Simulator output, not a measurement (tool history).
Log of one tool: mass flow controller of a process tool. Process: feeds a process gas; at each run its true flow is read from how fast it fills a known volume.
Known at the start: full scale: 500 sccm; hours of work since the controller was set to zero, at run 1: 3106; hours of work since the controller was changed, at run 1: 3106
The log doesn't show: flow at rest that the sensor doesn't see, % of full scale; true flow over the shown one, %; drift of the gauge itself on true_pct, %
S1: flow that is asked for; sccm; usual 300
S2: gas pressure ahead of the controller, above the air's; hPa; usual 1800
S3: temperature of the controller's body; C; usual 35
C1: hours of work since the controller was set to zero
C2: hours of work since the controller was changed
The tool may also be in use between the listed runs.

Run 1, hour 0: usual settings; C1 3106; C2 3106. Result: true flow (%) 100.18.
Run 2, hour 477.6: usual settings; C1 3355; C2 3355. Result: true flow (%) 100.37.
Run 3, hour 1011.3: usual settings but S1 190 sccm; C1 3632; C2 3632. Result: true flow (%) 99.21.
Run 4, hour 1448.3: usual settings but S1 190 sccm; C1 3860; C2 3860. Result: true flow (%) 99.28.
Run 5, hour 1691.9: usual settings; C1 3986; C2 3986. Result: true flow (%) 100.5.
Run 6, hour 2164.1: usual settings but S3 23 C; C1 4232; C2 4232. Result: true flow (%) 100.03.
Run 7, hour 2431.6: usual settings but S3 23 C; C1 4371; C2 4371. Result: true flow (%) 100.12.
Run 8, hour 2792.4: usual settings but S3 23 C; C1 4559; C2 4559. Result: true flow (%) 99.97.
Run 9, hour 3133.9: usual settings; C1 4736; C2 4736. Result: true flow (%) 100.79.
Run 10, hour 3533.1: usual settings but S1 482 sccm; C1 4944; C2 4944. Result: true flow (%) 102.39.
Run 11, hour 3797.5: usual settings but S2 1930 hPa; C1 5082; C2 5082. Result: true flow (%) 100.98.
Run 12, hour 4281.6: usual settings but S2 1930 hPa; C1 5333; C2 5333. Result: true flow (%) 100.94.
Run 13, hour 4782.3: usual settings but S2 1930 hPa; C1 5594; C2 5594. Result: true flow (%) 101.03.
Run 14, hour 5273.1: usual settings but S2 1930 hPa; C1 5849; C2 5849. Result: true flow (%) 101.15.
Run 15, hour 5511.8: usual settings; C1 5973; C2 5973. Result: true flow (%) 101.05.
Run 16, hour 6043.1: usual settings; C1 6250; C2 6250. Result: true flow (%) 101.16.
Run 17, hour 6439.6: usual settings; C1 6456; C2 6456. Result: true flow (%) 101.18.
Run 18, hour 6694.6: usual settings; C1 6589; C2 6589. Result: true flow (%) 101.19.
Run 19, hour 6939.8: usual settings but S1 59 sccm; C1 6716; C2 6716. Result: true flow (%) 92.49.
Run 20, hour 7191.1: usual settings but S1 247 sccm; C1 6847; C2 6847. Result: true flow (%) 100.51.
Run 21, hour 7541: usual settings but S1 369 sccm; C1 7029; C2 7029. Result: true flow (%) 102.15.
Run 22, hour 7846.9: usual settings but S2 1980 hPa, S3 24 C; C1 7188; C2 7188. Result: true flow (%) 100.83.
Run 23, hour 8177.7: usual settings but S1 474 sccm, S2 1860 hPa, S3 22 C; C1 7360; C2 7360. Result: true flow (%) 102.46.
At hour 8203.6: controller's zero set anew.
Run 24, hour 8490.5: usual settings but S1 474 sccm, S2 1860 hPa, S3 22 C; C1 149; C2 7523. Result: true flow (%) 103.67.
Run 25, hour 8953.9: usual settings but S1 57 sccm, S2 2670 hPa, S3 22 C; C1 390; C2 7764. Result: true flow (%) 101.05.
Run 26, hour 9307.7: usual settings but S1 57 sccm, S2 2370 hPa, S3 21 C; C1 574; C2 7948. Result: true flow (%) 100.62.
Run 27, hour 9603.5: usual settings but S1 57 sccm, S2 2370 hPa, S3 21 C; C1 728; C2 8101. Result: true flow (%) 100.63.
At hour 9813.9: controller exchanged for a calibrated one.
Run 28, hour 9872.7: usual settings but S1 76 sccm, S2 2680 hPa, S3 21 C; C1 31; C2 31. Result: true flow (%) 97.19.
Run 29, hour 10179: usual settings but S1 76 sccm, S2 2680 hPa, S3 21 C; C1 190; C2 190. Result: true flow (%) 97.21.

Run 30 comes next. What will it give?
Run 30, hour 10720.7: usual settings but S1 85 sccm, S2 2680 hPa, S3 21 C; C1 472; C2 472. Result: true flow (%) ?.

Run 30 gave true flow (%) 97.29.
Without the tool's hidden state the same run would have given true flow (%) 97.61.
